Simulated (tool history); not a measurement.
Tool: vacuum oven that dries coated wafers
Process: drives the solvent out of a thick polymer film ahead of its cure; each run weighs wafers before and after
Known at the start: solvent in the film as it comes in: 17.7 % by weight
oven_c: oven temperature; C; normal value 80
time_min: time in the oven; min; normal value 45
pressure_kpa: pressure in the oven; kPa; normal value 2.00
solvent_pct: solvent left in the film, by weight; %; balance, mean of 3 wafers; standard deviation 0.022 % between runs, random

run,day,oven_c,time_min,pressure_kpa,solvent_pct
1,0.000,80,45,2.00,2.18
2,0.396,80,45,3.18,3.14
3,0.779,80,45,3.18,3.15
4,1.488,81,45,2.00,2.06
5,2.183,81,45,2.00,2.06
6,2.675,81,45,2.00,2.08
7,3.454,81,45,2.00,2.08
8,4.171,81,45,2.00,2.04
9,4.917,80,45,2.00,2.19
10,5.321,80,45,2.00,2.25
11,5.729,80,45,2.00,2.23
12,6.317,79,45,2.00,2.44
13,6.850,79,45,2.00,2.40
14,7.238,79,45,2.00,2.40
15,8.062,79,45,2.00,2.41
16,8.717,80,31,2.00,3.19
17,9.454,80,31,2.00,3.16
18,10.033,80,31,2.00,3.18
19,10.871,80,31,2.00,3.17
20,11.546,73,45,2.00,3.98
21,12.283,73,45,2.00,3.97
22,12.729,80,78,2.00,1.75
23,13.475,80,78,2.00,1.75
24,14.075,80,78,2.00,1.75
25,14.904,80,78,2.00,1.77
26,15.317,83,45,1.36,1.38
27,16.067,80,22,2.00,4.57
28,16.858,80,23,4.49,6.05
29,17.750,80,23,4.49,6.08
30,18.292,80,40,7.97,7.24
31,18.717,80,32,4.08,4.74
32,19.408,80,32,4.08,4.70
33,19.929,80,32,4.08,4.70
34,20.654,80,49,2.00,2.17
35,21.350,80,25,2.39,4.32
36,21.862,80,45,2.06,2.36
37,22.521,80,45,2.06,2.35
38,23.133,80,45,2.06,2.33
39,23.900,80,45,2.06,2.38
40,24.704,90,40,2.73,1.64
41,25.488,90,40,2.73,1.64
42,26.012,65,45,1.99,6.90
43,26.412,75,42,2.08,3.66
44,27.000,80,72,5.44,4.59
45,27.704,85,72,5.44,3.74
46,28.317,80,57,3.97,3.53

Missing from the log above: 2 entries noted between runs. For each, name the pair of listed runs it sits between and say how the tool's hidden condition differs from the listed run just before to the listed run just after:
Run 32 -> run 33: oven's thermocouples calibrated (day 19.550)
  true wafer temperature over the reading, C: -0.08 -> -0.1; true pressure over the reading, kPa: 0.074 -> 0.076
  measured result minus the result with no hidden state, solvent_pct: +0.08 -> +0.09 %
Run 39 -> run 40: oven's thermocouples calibrated, once more (day 24.633)
  true wafer temperature over the reading, C: -0.15 -> 0.13; true pressure over the reading, kPa: 0.089 -> 0.091
  measured result minus the result with no hidden state, solvent_pct: +0.09 -> +0.04 %
